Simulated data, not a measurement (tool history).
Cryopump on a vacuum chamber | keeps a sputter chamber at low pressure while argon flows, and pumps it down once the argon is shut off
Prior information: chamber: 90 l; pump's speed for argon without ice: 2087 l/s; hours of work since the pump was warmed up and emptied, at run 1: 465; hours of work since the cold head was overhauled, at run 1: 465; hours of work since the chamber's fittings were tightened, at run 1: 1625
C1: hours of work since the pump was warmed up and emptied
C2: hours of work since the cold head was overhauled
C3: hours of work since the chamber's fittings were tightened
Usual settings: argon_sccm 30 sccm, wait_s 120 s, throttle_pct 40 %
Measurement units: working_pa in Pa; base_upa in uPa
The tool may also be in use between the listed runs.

{"run": 1, "hour": 0.0, "argon_sccm": 30, "wait_s": 120, "throttle_pct": 40, "C1": 465, "C2": 465, "C3": 1625, "working_pa": 0.0624, "base_upa": 0.84}
{"run": 2, "hour": 61.8, "argon_sccm": 30, "wait_s": 120, "throttle_pct": 40, "C1": 498, "C2": 498, "C3": 1658, "working_pa": 0.0634, "base_upa": 0.81}
{"run": 3, "hour": 101.9, "argon_sccm": 30, "wait_s": 120, "throttle_pct": 40, "C1": 519, "C2": 519, "C3": 1679, "working_pa": 0.0646, "base_upa": 0.87}
{"run": 4, "hour": 132.4, "argon_sccm": 30, "wait_s": 120, "throttle_pct": 40, "C1": 535, "C2": 535, "C3": 1695, "working_pa": 0.0638, "base_upa": 0.86}
{"run": 5, "hour": 190.2, "argon_sccm": 30, "wait_s": 120, "throttle_pct": 40, "C1": 566, "C2": 566, "C3": 1726, "working_pa": 0.0644, "base_upa": 0.85}
{"run": 6, "hour": 239.6, "argon_sccm": 30, "wait_s": 120, "throttle_pct": 40, "C1": 593, "C2": 593, "C3": 1753, "working_pa": 0.0637, "base_upa": 0.9}
{"run": 7, "hour": 294.9, "argon_sccm": 30, "wait_s": 120, "throttle_pct": 40, "C1": 622, "C2": 622, "C3": 1782, "working_pa": 0.0648, "base_upa": 0.9}
{"run": 8, "hour": 359.9, "argon_sccm": 30, "wait_s": 120, "throttle_pct": 40, "C1": 657, "C2": 657, "C3": 1817, "working_pa": 0.0649, "base_upa": 0.91}
{"run": 9, "hour": 424.4, "argon_sccm": 30, "wait_s": 120, "throttle_pct": 40, "C1": 692, "C2": 692, "C3": 1851, "working_pa": 0.0638, "base_upa": 0.93}
{"run": 10, "hour": 458.0, "argon_sccm": 30, "wait_s": 120, "throttle_pct": 40, "C1": 710, "C2": 710, "C3": 1869, "working_pa": 0.0645, "base_upa": 0.94}
{"run": 11, "hour": 522.6, "argon_sccm": 30, "wait_s": 120, "throttle_pct": 40, "C1": 744, "C2": 744, "C3": 1904, "working_pa": 0.0646, "base_upa": 0.95}
{"run": 12, "hour": 569.6, "argon_sccm": 30, "wait_s": 120, "throttle_pct": 35, "C1": 769, "C2": 769, "C3": 1929, "working_pa": 0.0733, "base_upa": 0.94}
{"run": 13, "hour": 617.1, "argon_sccm": 30, "wait_s": 120, "throttle_pct": 35, "C1": 795, "C2": 795, "C3": 1954, "working_pa": 0.0741, "base_upa": 0.98}
{"run": 14, "hour": 656.7, "argon_sccm": 30, "wait_s": 120, "throttle_pct": 35, "C1": 816, "C2": 816, "C3": 1976, "working_pa": 0.0733, "base_upa": 0.92}
{"run": 15, "hour": 688.1, "argon_sccm": 30, "wait_s": 120, "throttle_pct": 35, "C1": 833, "C2": 833, "C3": 1992, "working_pa": 0.0739, "base_upa": 0.99}
{"run": 16, "hour": 739.3, "argon_sccm": 30, "wait_s": 120, "throttle_pct": 35, "C1": 860, "C2": 860, "C3": 2020, "working_pa": 0.0737, "base_upa": 1}
{"run": 17, "hour": 778.5, "argon_sccm": 30, "wait_s": 120, "throttle_pct": 35, "C1": 881, "C2": 881, "C3": 2041, "working_pa": 0.0736, "base_upa": 0.98}
{"run": 18, "hour": 844.3, "argon_sccm": 34, "wait_s": 23, "throttle_pct": 35, "C1": 916, "C2": 916, "C3": 2076, "working_pa": 0.0843, "base_upa": 2.24}
{"run": 19, "hour": 884.4, "argon_sccm": 34, "wait_s": 23, "throttle_pct": 35, "C1": 937, "C2": 937, "C3": 2097, "working_pa": 0.0844, "base_upa": 2.26}
{"run": 20, "hour": 942.9, "argon_sccm": 36, "wait_s": 120, "throttle_pct": 40, "C1": 969, "C2": 969, "C3": 2128, "working_pa": 0.0799, "base_upa": 1}
{"run": 21, "hour": 1007.7, "argon_sccm": 13, "wait_s": 164, "throttle_pct": 40, "C1": 1003, "C2": 1003, "C3": 2163, "working_pa": 0.028, "base_upa": 0.99}
{"run": 22, "hour": 1066.8, "argon_sccm": 12, "wait_s": 21, "throttle_pct": 48, "C1": 1035, "C2": 1035, "C3": 2195, "working_pa": 0.0227, "base_upa": 2.47}
{"run": 23, "hour": 1127.8, "argon_sccm": 12, "wait_s": 21, "throttle_pct": 48, "C1": 1068, "C2": 1068, "C3": 2227, "working_pa": 0.023, "base_upa": 2.45}
{"run": 24, "hour": 1189.5, "argon_sccm": 27, "wait_s": 25, "throttle_pct": 18, "C1": 1100, "C2": 1100, "C3": 2260, "working_pa": 0.1276, "base_upa": 2.25}
{"hour": 1218.7, "done": "pump warmed up, emptied and cooled again"}
{"run": 25, "hour": 1238.9, "argon_sccm": 43, "wait_s": 120, "throttle_pct": 23, "C1": 11, "C2": 1124, "C3": 2284, "working_pa": 0.1516, "base_upa": 0.95}
{"hour": 1254.3, "done": "leaking fittings of the chamber tightened, without venting"}
{"run": 26, "hour": 1277.8, "argon_sccm": 30, "wait_s": 120, "throttle_pct": 40, "C1": 31, "C2": 1144, "C3": 13, "working_pa": 0.0607, "base_upa": 0.47}
{"run": 27, "hour": 1328.2, "argon_sccm": 17, "wait_s": 48, "throttle_pct": 47, "C1": 57, "C2": 1171, "C3": 39, "working_pa": 0.0298, "base_upa": 0.86}
{"run": 28, "hour": 1387.6, "argon_sccm": 17, "wait_s": 48, "throttle_pct": 47, "C1": 89, "C2": 1203, "C3": 71, "working_pa": 0.0299, "base_upa": 0.9}
{"run": 29, "hour": 1427.5, "argon_sccm": 23, "wait_s": 48, "throttle_pct": 33, "C1": 110, "C2": 1224, "C3": 93, "working_pa": 0.0567, "base_upa": 0.85}
{"run": 30, "hour": 1501.2, "argon_sccm": 18, "wait_s": 38, "throttle_pct": 19, "C1": 150, "C2": 1263, "C3": 132, "working_pa": 0.0777, "base_upa": 1.13}
{"run": 31, "hour": 1534.2, "argon_sccm": 18, "wait_s": 38, "throttle_pct": 19, "C1": 168, "C2": 1281, "C3": 150, "working_pa": 0.077, "base_upa": 1.14}
{"run": 32, "hour": 1603.1, "argon_sccm": 30, "wait_s": 120, "throttle_pct": 18, "C1": 204, "C2": 1318, "C3": 186, "working_pa": 0.1357, "base_upa": 0.46}
{"run": 33, "hour": 1664.0, "argon_sccm": 30, "wait_s": 120, "throttle_pct": 18, "C1": 237, "C2": 1350, "C3": 219, "working_pa": 0.1361, "base_upa": 0.5}
{"run": 34, "hour": 1734.5, "argon_sccm": 30, "wait_s": 120, "throttle_pct": 18, "C1": 275, "C2": 1388, "C3": 257, "working_pa": 0.1384, "base_upa": 0.52}

Branching from run 34: 3 alternative next runs. What would each branch give?
{"run": "A", "hour": 1782.0, "argon_sccm": 33, "wait_s": 193, "throttle_pct": 18, "C1": 300, "C2": 1413, "C3": 282, "working_pa": "?", "base_upa": "?"}
{"run": "B", "hour": 1782.0, "argon_sccm": 41, "wait_s": 120, "throttle_pct": 40, "C1": 300, "C2": 1413, "C3": 282, "working_pa": "?", "base_upa": "?"}
{"run": "C", "hour": 1782.0, "argon_sccm": 30, "wait_s": 32, "throttle_pct": 40, "C1": 300, "C2": 1413, "C3": 282, "working_pa": "?", "base_upa": "?"}

run=A working_pa=0.1517 base_upa=0.39
run=B working_pa=0.0856 base_upa=0.52
run=C working_pa=0.0629 base_upa=1.32
What these runs would have given with no unlogged condition in the tool:
run=A working_pa=0.1494 base_upa=0.31
run=B working_pa=0.0827 base_upa=0.43
run=C working_pa=0.0608 base_upa=1.23
